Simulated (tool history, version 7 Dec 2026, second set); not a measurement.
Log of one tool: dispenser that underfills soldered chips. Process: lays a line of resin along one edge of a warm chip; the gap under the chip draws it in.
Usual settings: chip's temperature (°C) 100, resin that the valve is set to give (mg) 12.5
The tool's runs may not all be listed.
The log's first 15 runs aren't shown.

run   hour  chip's temperature (°C)  resin that the valve is set to give (mg)  time until the resin shows at the far edge (s)  resin that the valve gave (mg)
 16  128.1                      100                                      12.5                                            52.3                           12.41
     131.6  -- new syringe of resin
 17  140.9                       85                                      12.5                                           100.8                           12.33
     145.7  -- new syringe of resin
 18  152.2                       87                                      12.5                                            84.9                           12.18
     160.3  -- new syringe of resin
 19  164.4                       88                                      11.0                                            76.1                           10.65
     174.0  -- new syringe of resin
 20  174.0                       88                                      13.6                                            67.1                           13.10
     179.2  -- dispensing valve cleaned and set on the balance
 21  187.0                       88                                      13.6                                            91.9                           13.59
     188.8  -- new syringe of resin
 22  198.8                      111                                      11.6                                            34.1                           11.52
     202.9  -- new syringe of resin
 23  206.8                      102                                      14.9                                            40.9                           14.70
 24  213.9                      102                                      14.9                                            49.0                           14.61
     217.3  -- new syringe of resin
 25  223.3                      110                                      12.5                                            31.6                           12.23
     231.8  -- new syringe of resin
 26  231.9                      107                                      15.0                                            30.3                           14.60
 27  240.7                      107                                      15.0                                            37.7                           14.46
     243.4  -- dispensing valve cleaned and set on the balance
     246.6  -- new syringe of resin
 28  254.2                      107                                      16.1                                            35.6                           16.02
     260.9  -- new syringe of resin
 29  261.8                      107                                      16.1                                            29.6                           15.91
 30  267.5                      109                                      11.4                                            33.7                           11.23
     275.4  -- new syringe of resin
 31  276.0                       87                                      13.1                                            69.6                           12.86
 32  287.2                       92                                      13.4                                            75.3                           13.05
     288.9  -- new syringe of resin
 33  296.2                      106                                      15.3                                            36.4                           14.87
     302.7  -- new syringe of resin
 34  303.7                       95                                      11.5                                            50.0                           11.07

Forecast each of these 5 alternatives for the next run:
     308.3  -- dispensing valve cleaned and set on the balance
  A  313.0                       92                                      16.0                                               ?                               ?
     308.3  -- dispensing valve cleaned and set on the balance
  B  313.0                       90                                      12.1                                               ?                               ?
     308.3  -- dispensing valve cleaned and set on the balance
  C  313.0                       94                                      12.1                                               ?                               ?
     308.3  -- dispensing valve cleaned and set on the balance
  D  313.0                       99                                      11.1                                               ?                               ?
     308.3  -- dispensing valve cleaned and set on the balance
  E  313.0                      104                                      12.3                                               ?                               ?

run  time until the resin shows at the far edge (s)  resin that the valve gave (mg)
  A                                            68.0                           15.99
  B                                            75.5                           12.06
  C                                            64.6                           12.06
  D                                            52.7                           11.04
  E                                            43.2                           12.25
Without the tool's hidden state the same runs would have given:
run  time until the resin shows at the far edge (s)  resin that the valve gave (mg)
  A                                            62.0                           16.03
  B                                            69.0                           12.10
  C                                            58.9                           12.10
  D                                            47.8                           11.08
  E                                            39.0                           12.28
